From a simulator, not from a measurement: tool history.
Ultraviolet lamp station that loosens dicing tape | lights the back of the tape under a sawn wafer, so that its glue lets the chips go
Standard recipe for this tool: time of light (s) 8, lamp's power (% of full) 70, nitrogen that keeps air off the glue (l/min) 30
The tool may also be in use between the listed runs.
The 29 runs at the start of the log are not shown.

| run | hour | time of light (s) | lamp's power (% of full) | nitrogen that keeps air off the glue (l/min) | force that peels the tape off (N) | light that reached the tape (J/m2) |
|---|---|---|---|---|---|---|
| 30 | 1051.3 | 6 | 66 | 30 | 1.001 | 2430 |
| 31 | 1080.2 | 6 | 66 | 30 | 1.005 | 2390 |
| 32 | 1111.9 | 8 | 76 | 35 | 0.447 | 3670 |
| 33 | 1143.6 | 11 | 65 | 35 | 0.329 | 4370 |
| 34 | 1185.2 | 10 | 92 | 35 | 0.208 | 5580 |
| 35 | 1228.8 | 14 | 86 | 10 | 0.22 | 7330 |
| 36 | 1258.7 | 5 | 70 | 53 | 1.03 | 2110 |
| 37 | 1302.4 | 15 | 70 | 14 | 0.233 | 6350 |

Branching from run 37: 5 alternative next runs. What would each branch give?
|  | 1346.3 | window cleaned of glue's vapour |
| A | 1352.6 | 15 | 90 | 23 | ? | ? |
|  | 1346.3 | window cleaned of glue's vapour |
| B | 1352.6 | 7 | 70 | 30 | ? | ? |
|  | 1346.3 | window cleaned of glue's vapour |
| C | 1352.6 | 8 | 61 | 13 | ? | ? |
|  | 1346.3 | window cleaned of glue's vapour |
| D | 1352.6 | 12 | 70 | 34 | ? | ? |
|  | 1346.3 | window cleaned of glue's vapour |
| E | 1352.6 | 15 | 62 | 39 | ? | ? |

| run | force that peels the tape off (N) | light that reached the tape (J/m2) |
|---|---|---|
| A | 0.148 | 8270 |
| B | 0.747 | 2990 |
| C | 0.999 | 2990 |
| D | 0.246 | 5130 |
| E | 0.193 | 5610 |
With no hidden state in the tool, these same runs would have given:
| run | force that peels the tape off (N) | light that reached the tape (J/m2) |
|---|---|---|
| A | 0.148 | 8280 |
| B | 0.744 | 2990 |
| C | 0.996 | 2990 |
| D | 0.245 | 5140 |
| E | 0.192 | 5620 |
